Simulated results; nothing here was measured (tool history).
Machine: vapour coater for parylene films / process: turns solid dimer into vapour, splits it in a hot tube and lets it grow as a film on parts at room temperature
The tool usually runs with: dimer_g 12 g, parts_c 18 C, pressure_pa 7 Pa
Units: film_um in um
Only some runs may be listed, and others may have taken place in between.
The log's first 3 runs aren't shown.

run   hour  dimer_g  parts_c  pressure_pa  hours of work since the trap's valve was overhauled  hours of work since the table's thermometer was calibrated  film_um
  4   95.3       12       18            7                                                   22                                                         219     2.14
  5  138.6       12       18         5.74                                                   56                                                         254     2.17
  6  183.6       12       17            7                                                   91                                                         289     2.16
  7  223.3       19       18            7                                                  122                                                         320     3.22
  8  267.4       12       18            7                                                  157                                                         355     2.01
     282.6  -- trap's valve overhauled, once more
  9  304.5       12       18        11.14                                                   17                                                         381     2.61
 10  344.2       12       18        11.14                                                   49                                                         412     2.59
 11  391.2       12       18        11.14                                                   86                                                         449     2.55
 12  412.6        9       18        11.14                                                  102                                                         466     1.93
 13  438.3        9       18        11.14                                                  123                                                         487     1.88
 14  457.4       12       18            7                                                  138                                                         502     2.54
 15  478.9       12       18            7                                                  155                                                         518     2.58
 16  513.3        9       18            7                                                  182                                                         546     1.92
 17  540.8       12       18         3.92                                                  203                                                         567     2.72
 18  582.8       12       18         3.92                                                  236                                                         600     2.63
 19  625.2        7       10         4.33                                                  270                                                         634     1.92
 20  666.2        7       10         4.33                                                  302                                                         666     1.81

The next listed run, before its measurement:
 21  701.1       20       18          6.6                                                  330                                                         694        ?

{"run 21": {"film_um": 3.97}}
Take away the tool's hidden state, keep the run-to-run variation as it was, and the same run would have given film_um 4.57 um.
